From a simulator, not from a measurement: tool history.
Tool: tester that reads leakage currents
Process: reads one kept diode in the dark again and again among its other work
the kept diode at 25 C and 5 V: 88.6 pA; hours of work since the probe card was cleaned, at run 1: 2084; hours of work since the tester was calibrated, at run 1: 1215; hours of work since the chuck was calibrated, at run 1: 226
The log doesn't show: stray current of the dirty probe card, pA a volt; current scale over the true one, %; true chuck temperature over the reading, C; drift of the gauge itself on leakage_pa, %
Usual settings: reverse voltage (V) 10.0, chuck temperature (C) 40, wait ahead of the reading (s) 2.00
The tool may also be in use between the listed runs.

| run | hour | reverse voltage (V) | chuck temperature (C) | wait ahead of the reading (s) | hours of work since the probe card was cleaned | hours of work since the tester was calibrated | hours of work since the chuck was calibrated | current that the tester gives (pA) |
|---|---|---|---|---|---|---|---|---|
| 1 | 0.0 | 10.0 | 40 | 2.00 | 2084 | 1215 | 226 | 371.30 |
| 2 | 141.5 | 4.7 | 40 | 2.00 | 2168 | 1299 | 310 | 264.06 |
| 3 | 297.0 | 7.8 | 40 | 2.00 | 2260 | 1391 | 402 | 333.07 |
|  | 453.1 | probe card cleaned and baked |
| 4 | 470.0 | 7.8 | 40 | 2.00 | 10 | 1491 | 502 | 332.22 |
| 5 | 672.3 | 10.0 | 38 | 2.00 | 129 | 1611 | 622 | 326.61 |
| 6 | 913.5 | 4.3 | 40 | 2.00 | 272 | 1753 | 764 | 253.68 |
| 7 | 1050.6 | 10.0 | 40 | 4.36 | 353 | 1834 | 845 | 370.69 |
| 8 | 1266.4 | 10.0 | 40 | 4.36 | 480 | 1962 | 973 | 373.93 |
|  | 1343.9 | chuck's temperature calibrated |
| 9 | 1411.4 | 10.0 | 40 | 4.36 | 565 | 2046 | 40 | 375.90 |
| 10 | 1663.8 | 10.0 | 40 | 4.36 | 714 | 2195 | 189 | 372.35 |
| 11 | 1854.6 | 10.0 | 40 | 2.09 | 827 | 2308 | 302 | 373.57 |
| 12 | 2077.0 | 10.0 | 40 | 2.00 | 958 | 2439 | 433 | 371.84 |
| 13 | 2321.9 | 14.4 | 22 | 8.08 | 1103 | 2584 | 578 | 114.19 |
| 14 | 2549.1 | 4.9 | 40 | 2.00 | 1237 | 2718 | 712 | 268.45 |
| 15 | 2738.3 | 6.7 | 25 | 2.00 | 1349 | 2830 | 824 | 101.89 |
| 16 | 2969.7 | 1.3 | 46 | 2.26 | 1486 | 2967 | 961 | 222.18 |
|  | 3048.5 | chuck's temperature calibrated |
| 17 | 3149.9 | 1.3 | 46 | 2.26 | 1591 | 3072 | 60 | 222.41 |
| 18 | 3281.8 | 1.3 | 27 | 2.26 | 1669 | 3150 | 138 | 55.87 |
| 19 | 3413.2 | 16.3 | 39 | 0.30 | 1746 | 3228 | 215 | 442.62 |
| 20 | 3683.7 | 10.0 | 28 | 0.61 | 1906 | 3387 | 375 | 155.90 |
| 21 | 3799.2 | 4.4 | 46 | 5.81 | 1974 | 3456 | 443 | 387.15 |
| 22 | 3989.1 | 10.0 | 27 | 2.00 | 2087 | 3568 | 556 | 143.40 |
| 23 | 4247.4 | 6.7 | 37 | 2.00 | 2239 | 3720 | 708 | 250.52 |
|  | 4444.8 | probe card cleaned and baked |
| 24 | 4514.2 | 14.6 | 50 | 1.88 | 41 | 3876 | 864 | 879.92 |

How the hidden state differs across the entries between the runs, from the last listed run before each to the first after it:
Between runs 3 and 4: probe card cleaned and baked (hour 453.1)
  stray current of the dirty probe card, pA a volt: 0.044 -> 0.02
Between runs 8 and 9: chuck's temperature calibrated (hour 1343.9)
  stray current of the dirty probe card, pA a volt: 0.025 -> 0.026; true chuck temperature over the reading, C: -0.02 -> 0
Between runs 16 and 17: chuck's temperature calibrated (hour 3048.5)
  stray current of the dirty probe card, pA a volt: 0.036 -> 0.037; true chuck temperature over the reading, C: -0.02 -> 0
Between runs 23 and 24: probe card cleaned and baked (hour 4444.8)
  stray current of the dirty probe card, pA a volt: 0.044 -> 0.02; true chuck temperature over the reading, C: -0.01 -> -0.02

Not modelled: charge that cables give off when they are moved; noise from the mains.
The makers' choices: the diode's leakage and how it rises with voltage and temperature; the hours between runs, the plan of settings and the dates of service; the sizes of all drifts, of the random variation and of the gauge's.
